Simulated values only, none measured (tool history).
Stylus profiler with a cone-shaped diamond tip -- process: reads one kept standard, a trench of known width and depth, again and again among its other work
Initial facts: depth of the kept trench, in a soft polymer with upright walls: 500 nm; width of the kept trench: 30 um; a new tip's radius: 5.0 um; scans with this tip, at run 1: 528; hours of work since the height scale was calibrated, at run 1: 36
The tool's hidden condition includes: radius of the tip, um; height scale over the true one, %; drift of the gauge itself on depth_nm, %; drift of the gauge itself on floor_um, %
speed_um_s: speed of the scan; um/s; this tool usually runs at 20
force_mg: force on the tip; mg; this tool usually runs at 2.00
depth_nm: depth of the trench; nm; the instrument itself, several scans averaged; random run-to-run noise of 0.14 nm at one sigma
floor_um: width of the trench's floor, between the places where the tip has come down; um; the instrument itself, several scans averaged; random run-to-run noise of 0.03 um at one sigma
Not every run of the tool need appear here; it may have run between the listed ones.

run,hour,speed_um_s,force_mg,scans with this tip,hours of work since the height scale was calibrated,depth_nm,floor_um
1,0.0,20,2.00,528,36,506.89,25.53
2,20.4,20,2.04,672,46,507.32,25.55
3,32.0,20,2.04,755,52,507.15,25.50
4,47.9,20,1.74,868,59,506.41,25.54
5,64.9,20,3.77,988,67,510.28,25.47
6,80.9,20,3.77,1101,75,510.57,25.51
7,99.6,20,3.77,1234,84,510.40,25.50
8,112.2,20,2.00,1323,90,506.85,25.49
9,134.0,20,2.00,1478,101,506.99,25.45
10,144.8,20,2.00,1555,106,506.93,25.49
11,163.4,20,2.00,1687,115,507.00,25.52
12,173.8,44,2.00,1760,120,506.82,25.40
13,194.0,5,3.09,1903,130,509.17,25.49
# hour 196.1: height scale calibrated on a step standard
14,211.9,77,1.44,2027,8,505.46,25.20
15,224.3,27,0.97,2114,14,504.10,25.36
16,237.1,5,0.86,2205,20,504.21,25.41
17,250.1,46,1.80,2298,26,506.39,25.40
# hour 259.7: height scale calibrated on a step standard, once more
18,269.1,46,1.80,2429,5,506.26,25.32
19,286.4,46,1.80,2551,13,506.39,25.33
20,302.0,20,5.88,2662,20,513.83,25.42
21,313.9,69,4.59,2747,26,511.95,25.34
22,334.1,69,4.59,2890,36,512.04,25.26

5 ways to go on from here, each from the tool as it stands after run 22. What would each give?
A,353.4,36,1.49,3027,45,?,?
B,353.4,20,5.65,3027,45,?,?
C,353.4,42,3.52,3027,45,?,?
D,353.4,5,1.06,3027,45,?,?
E,353.4,17,5.29,3027,45,?,?

run,depth_nm,floor_um
A,505.42,25.29
B,513.47,25.40
C,509.91,25.32
D,504.29,25.43
E,512.45,25.38
Had the tool no hidden state, the same runs would have come out as:
run,depth_nm,floor_um
A,505.37,25.51
B,513.42,25.63
C,509.86,25.54
D,504.24,25.66
E,512.40,25.60
